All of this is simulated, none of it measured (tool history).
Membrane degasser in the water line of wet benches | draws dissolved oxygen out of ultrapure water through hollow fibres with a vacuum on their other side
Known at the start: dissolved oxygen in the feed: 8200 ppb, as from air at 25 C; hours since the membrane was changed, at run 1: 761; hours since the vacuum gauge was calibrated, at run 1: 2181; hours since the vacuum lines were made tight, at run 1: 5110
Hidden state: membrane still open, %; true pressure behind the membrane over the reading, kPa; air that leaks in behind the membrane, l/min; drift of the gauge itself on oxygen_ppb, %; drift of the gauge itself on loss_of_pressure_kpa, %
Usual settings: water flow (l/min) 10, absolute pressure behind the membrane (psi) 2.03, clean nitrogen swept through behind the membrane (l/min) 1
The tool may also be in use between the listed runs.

run     day  water flow (l/min)  absolute pressure behind the membrane (psi)  clean nitrogen swept through behind the membrane (l/min)  hours since the membrane was changed  hours since the vacuum gauge was calibrated  hours since the vacuum lines were made tight  dissolved oxygen in the water behind the degasser (ppb)  pressure that the water loses in the fibres (psi)
  1       0                  10                                         2.03                                                         1                                   761                                         2181                                          5110                                                      259                                              7.535
  2   1.125                  10                                         2.03                                                         1                                   788                                         2208                                          5137                                                    258.1                                              7.551
  3   2.338                  10                                         2.03                                                         1                                   817                                         2237                                          5166                                                    258.9                                              7.561
  4    3.25                  10                                         2.03                                                         1                                   839                                         2259                                          5188                                                    258.7                                              7.551
  5   4.104                  10                                         2.03                                                         1                                   859                                         2280                                          5208                                                    258.3                                               7.57
  6   5.504                  10                                         2.03                                                         1                                   893                                         2313                                          5242                                                    259.1                                               7.57
  7    6.85                   9                                         2.03                                                         1                                   925                                         2346                                          5274                                                    235.6                                              6.817
  8   7.896                  10                                         1.52                                                         1                                   950                                         2371                                          5299                                                    178.6                                              7.497
  9   9.838                  10                                         1.52                                                         1                                   997                                         2417                                          5346                                                    177.7                                              7.616
 10  10.779                  15                                         2.74                                                         1                                  1020                                         2440                                          5369                                                    533.3                                             11.361
 11  12.558                   9                                         3.76                                                         1                                  1062                                         2483                                          5411                                                    477.5                                              6.804
 12  14.133                   9                                         3.76                                                         1                                  1100                                         2520                                          5449                                                    477.9                                              6.796
 13    16.1                  16                                         2.81                                                         1                                  1147                                         2568                                          5496                                                    578.7                                             12.096

Hidden state or all else? Some run-to-run changes of dissolved oxygen in the water behind the degasser (ppb), split into what the settings, what came in and random variation would give without the hidden state, and what is left for the hidden state (with any gauge scatter that isn't in both results):
Run 9 -> 10: water flow (l/min) 10 -> 15, absolute pressure behind the membrane (psi) 1.52 -> 2.74. dissolved oxygen in the water behind the degasser (ppb) +355.6: hidden state +4.2, all else +351.4.
